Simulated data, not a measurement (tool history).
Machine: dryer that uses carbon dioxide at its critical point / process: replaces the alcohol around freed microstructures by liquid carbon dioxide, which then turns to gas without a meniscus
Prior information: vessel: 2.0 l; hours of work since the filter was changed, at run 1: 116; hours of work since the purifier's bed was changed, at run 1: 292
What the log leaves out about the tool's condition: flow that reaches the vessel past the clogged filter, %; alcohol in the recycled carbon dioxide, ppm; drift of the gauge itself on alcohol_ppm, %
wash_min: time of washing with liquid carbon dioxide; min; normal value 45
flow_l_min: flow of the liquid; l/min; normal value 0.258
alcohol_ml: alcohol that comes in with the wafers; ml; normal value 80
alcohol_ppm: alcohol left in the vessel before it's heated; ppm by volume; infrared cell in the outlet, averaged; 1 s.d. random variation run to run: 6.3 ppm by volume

| run | hour | wash_min | flow_l_min | alcohol_ml | hours of work since the filter was changed | hours of work since the purifier's bed was changed | alcohol_ppm |
|---|---|---|---|---|---|---|---|
| 1 | 0.0 | 45 | 0.258 | 80 | 116 | 292 | 380 |
| 2 | 9.5 | 45 | 0.258 | 80 | 122 | 298 | 379 |
| 3 | 19.8 | 60 | 0.258 | 80 | 130 | 306 | 145 |
| 4 | 24.7 | 60 | 0.258 | 80 | 133 | 309 | 145 |
| 5 | 33.8 | 45 | 0.383 | 80 | 139 | 315 | 122 |
| 6 | 40.2 | 45 | 0.392 | 80 | 144 | 320 | 126 |
| 7 | 49.4 | 45 | 0.392 | 80 | 150 | 326 | 117 |
| 8 | 57.3 | 45 | 0.186 | 80 | 156 | 332 | 1279 |
| 9 | 68.1 | 45 | 0.186 | 80 | 163 | 339 | 1260 |
| 10 | 74.9 | 45 | 0.186 | 80 | 168 | 344 | 1292 |
| 11 | 84.3 | 69 | 0.258 | 80 | 175 | 351 | 126 |
| 12 | 89.9 | 69 | 0.258 | 80 | 179 | 355 | 130 |
| 13 | 98.9 | 45 | 0.258 | 80 | 185 | 361 | 425 |
| 14 | 106.7 | 45 | 0.258 | 80 | 191 | 367 | 427 |
| 15 | 116.3 | 45 | 0.258 | 80 | 197 | 373 | 432 |
| 16 | 126.7 | 45 | 0.258 | 80 | 205 | 381 | 445 |
| 17 | 136.0 | 45 | 0.258 | 80 | 211 | 387 | 444 |
|  | 140.1 | inlet filter changed |
| 18 | 145.9 | 45 | 0.258 | 80 | 4 | 393 | 369 |
| 19 | 155.1 | 45 | 0.258 | 80 | 11 | 400 | 364 |
| 20 | 164.0 | 45 | 0.258 | 80 | 17 | 406 | 369 |
| 21 | 171.2 | 45 | 0.240 | 80 | 22 | 411 | 476 |
| 22 | 176.2 | 45 | 0.258 | 80 | 25 | 415 | 381 |
| 23 | 186.4 | 70 | 0.258 | 80 | 32 | 422 | 135 |
| 24 | 193.6 | 45 | 0.258 | 80 | 37 | 427 | 405 |
| 25 | 202.5 | 45 | 0.258 | 80 | 44 | 433 | 397 |
| 26 | 212.3 | 70 | 0.362 | 95 | 51 | 440 | 124 |
| 27 | 217.8 | 70 | 0.348 | 95 | 54 | 444 | 121 |
| 28 | 224.6 | 50 | 0.325 | 60 | 59 | 448 | 156 |
| 29 | 233.9 | 36 | 0.248 | 59 | 66 | 455 | 768 |
| 30 | 240.9 | 36 | 0.248 | 22 | 71 | 460 | 373 |
| 31 | 251.3 | 58 | 0.258 | 80 | 78 | 467 | 192 |
| 32 | 259.1 | 58 | 0.258 | 80 | 83 | 473 | 196 |
| 33 | 264.6 | 58 | 0.156 | 59 | 87 | 476 | 724 |
| 34 | 273.2 | 58 | 0.156 | 59 | 93 | 482 | 745 |
| 35 | 282.2 | 58 | 0.156 | 59 | 100 | 489 | 717 |
| 36 | 289.4 | 58 | 0.156 | 59 | 105 | 494 | 750 |
| 37 | 297.2 | 57 | 0.170 | 58 | 110 | 499 | 598 |
| 38 | 305.9 | 66 | 0.266 | 75 | 116 | 505 | 154 |
| 39 | 312.1 | 66 | 0.266 | 75 | 120 | 510 | 151 |
| 40 | 317.4 | 66 | 0.266 | 75 | 124 | 513 | 161 |
| 41 | 325.5 | 45 | 0.230 | 20 | 130 | 519 | 272 |
| 42 | 330.8 | 28 | 0.241 | 44 | 134 | 523 | 1437 |
| 43 | 341.0 | 28 | 0.241 | 44 | 141 | 530 | 1438 |
| 44 | 350.2 | 28 | 0.241 | 44 | 147 | 536 | 1511 |
| 45 | 360.9 | 54 | 0.258 | 56 | 155 | 544 | 227 |
| 46 | 371.4 | 54 | 0.156 | 90 | 162 | 551 | 1400 |
| 47 | 379.2 | 54 | 0.156 | 90 | 168 | 557 | 1442 |

Each run again, without the hidden state but with its own random variation kept:
| run | alcohol_ppm |
|---|---|
| 1 | 261 |
| 2 | 256 |
| 3 | 53 |
| 4 | 52 |
| 5 | 32 |
| 6 | 36 |
| 7 | 25 |
| 8 | 1019 |
| 9 | 993 |
| 10 | 1013 |
| 11 | 25 |
| 12 | 28 |
| 13 | 253 |
| 14 | 256 |
| 15 | 256 |
| 16 | 259 |
| 17 | 255 |
| 18 | 259 |
| 19 | 249 |
| 20 | 251 |
| 21 | 350 |
| 22 | 255 |
| 23 | 22 |
| 24 | 270 |
| 25 | 260 |
| 26 | 7 |
| 27 | 4 |
| 28 | 35 |
| 29 | 591 |
| 30 | 229 |
| 31 | 57 |
| 32 | 60 |
| 33 | 533 |
| 34 | 544 |
| 35 | 518 |
| 36 | 540 |
| 37 | 399 |
| 38 | 16 |
| 39 | 12 |
| 40 | 22 |
| 41 | 116 |
| 42 | 1148 |
| 43 | 1138 |
| 44 | 1189 |
| 45 | 67 |
| 46 | 1041 |
| 47 | 1064 |
